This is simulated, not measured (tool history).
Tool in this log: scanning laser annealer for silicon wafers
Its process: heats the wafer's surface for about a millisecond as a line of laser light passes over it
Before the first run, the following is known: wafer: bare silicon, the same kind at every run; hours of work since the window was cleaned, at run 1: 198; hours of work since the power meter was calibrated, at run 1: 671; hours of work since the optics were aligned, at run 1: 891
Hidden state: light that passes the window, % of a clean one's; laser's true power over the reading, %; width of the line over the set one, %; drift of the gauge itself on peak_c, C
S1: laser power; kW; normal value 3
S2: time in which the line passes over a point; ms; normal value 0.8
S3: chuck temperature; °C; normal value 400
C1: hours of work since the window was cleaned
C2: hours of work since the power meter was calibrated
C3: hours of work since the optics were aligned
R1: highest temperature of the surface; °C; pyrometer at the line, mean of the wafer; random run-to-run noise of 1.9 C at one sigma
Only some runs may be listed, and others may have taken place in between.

run	hour	S1	S2	S3	C1	C2	C3	R1
1	0	3	0.8	400	198	671	891	1129
2	31.1	3	0.808	400	221	694	914	1133
3	56.6	3	0.808	400	240	713	933	1137
4	98.4	3	0.8	400	272	745	965	1127
# hour 127: optics aligned, line set to its width
5	139.2	3	0.8	400	299	771	9	1133
6	181.3	3.044	0.8	400	330	803	41	1147
7	221.9	3.044	0.8	400	361	834	71	1142
8	262.3	3.044	0.8	400	391	864	102	1144
9	304.5	3.044	0.8	400	423	896	133	1143
10	344.2	3	0.586	398	453	926	163	1022
# hour 355.8: window over the wafer cleaned
11	389.9	3.001	0.881	408	26	958	196	1174
12	427.7	3.285	0.911	433	54	987	224	1311
13	452.3	3	0.66	400	73	1005	243	1064
14	486.8	3.2	0.8	408	98	1031	269	1200
15	511.7	3.2	0.836	404	117	1050	288	1215
16	532	3.2	0.836	404	132	1065	303	1217
17	555.8	3	0.914	400	150	1083	321	1176

Across each entry between runs, compare the hidden state at the last listed run before it with the hidden state at the first listed run after it:
Runs 4 to 5: optics aligned, line set to its width (hour 127)
  light that passes the window, % of a clean one's: 99.94 -> 99.93; width of the line over the set one, %: 0.05 -> 0.01
Runs 10 to 11: window over the wafer cleaned (hour 355.8)
  light that passes the window, % of a clean one's: 99.9 -> 99.99
